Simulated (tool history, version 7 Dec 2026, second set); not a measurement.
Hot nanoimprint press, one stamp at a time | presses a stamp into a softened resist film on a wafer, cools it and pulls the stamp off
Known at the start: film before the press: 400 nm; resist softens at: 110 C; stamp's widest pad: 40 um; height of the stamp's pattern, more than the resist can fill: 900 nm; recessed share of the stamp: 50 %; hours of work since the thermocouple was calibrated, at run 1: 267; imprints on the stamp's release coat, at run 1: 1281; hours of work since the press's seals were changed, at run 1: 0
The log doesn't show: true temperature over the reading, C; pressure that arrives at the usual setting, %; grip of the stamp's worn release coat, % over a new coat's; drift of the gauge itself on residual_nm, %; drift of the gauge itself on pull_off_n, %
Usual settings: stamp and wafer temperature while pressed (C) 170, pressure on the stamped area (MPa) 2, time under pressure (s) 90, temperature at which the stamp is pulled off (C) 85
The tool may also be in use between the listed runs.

run	hour	stamp and wafer temperature while pressed (C)	pressure on the stamped area (MPa)	time under pressure (s)	temperature at which the stamp is pulled off (C)	hours of work since the thermocouple was calibrated	imprints on the stamp's release coat	hours of work since the press's seals were changed	resist left under the stamp's widest pad (nm)	greatest force while the stamp is pulled off (N)
1	0	170	2	90	85	267	1281	0	150	228
2	28.7	170	2	90	85	279	1327	13	148.5	225
3	46.7	170	2	90	85	287	1356	20	148.5	224
4	86.6	170	2	90	85	305	1420	38	148.9	220
5	107.1	170	2	90	85	314	1453	47	149.7	229
6	128.3	170	2	90	85	323	1487	56	148.4	217
7	149.5	170	2	90	85	332	1521	65	150.2	212
8	184.2	170	2	90	85	347	1577	80	149.9	227
# hour 208.3: plate thermocouple calibrated
9	208.3	170	2	90	85	0	1611	90	150.8	225
10	234.1	170	2	90	85	11	1652	101	150	222
11	275.1	170	2	90	85	29	1718	119	151.1	226
12	305.8	170	2	90	85	43	1768	132	149	227
13	336.3	170	2	90	85	56	1817	146	149.8	228
14	356.3	170	2	164	85	65	1849	154	120.4	232
15	380.8	170	2	164	85	75	1888	165	121.1	219
# hour 394.4: stamp cleaned and given a new release coat
16	404.6	170	2	164	85	83	16	173	120.8	223
17	440.5	159	2.94	96	87	99	74	188	201.7	214
18	470.4	171	2	90	80	112	122	202	143.4	239
19	489.9	167	1.64	90	80	120	153	210	192.8	235
20	530.3	162	2	90	85	138	218	228	219.5	220
21	556.1	181	2.96	97	92	149	259	239	72.7	193
22	586.7	159	2.59	90	85	163	309	252	221.1	219
23	606.7	170	1.66	146	81	171	341	261	142.1	231
24	629.4	170	3.06	146	81	181	378	271	98.4	226
25	670.1	163	2	90	85	199	443	289	209.2	214
26	699.5	175	1.34	107	76	212	490	302	144.3	261
27	723.2	163	2.74	71	76	222	528	312	190.8	257
28	763.2	163	2.74	71	76	240	593	329	190.7	253
29	805.5	167	1.4	90	85	258	661	348	213.2	219
30	845.4	167	1.4	90	85	276	725	365	212.2	223

Run 31 comes next. What will it give?
31	878.6	170	1.21	90	85	290	778	380	?	?

{"run 31": {"resist left under the stamp's widest pad (nm)": 203, "greatest force while the stamp is pulled off (N)": 214}}
Without the tool's hidden state the same run would have given resist left under the stamp's widest pad (nm) 198, greatest force while the stamp is pulled off (N) 213.

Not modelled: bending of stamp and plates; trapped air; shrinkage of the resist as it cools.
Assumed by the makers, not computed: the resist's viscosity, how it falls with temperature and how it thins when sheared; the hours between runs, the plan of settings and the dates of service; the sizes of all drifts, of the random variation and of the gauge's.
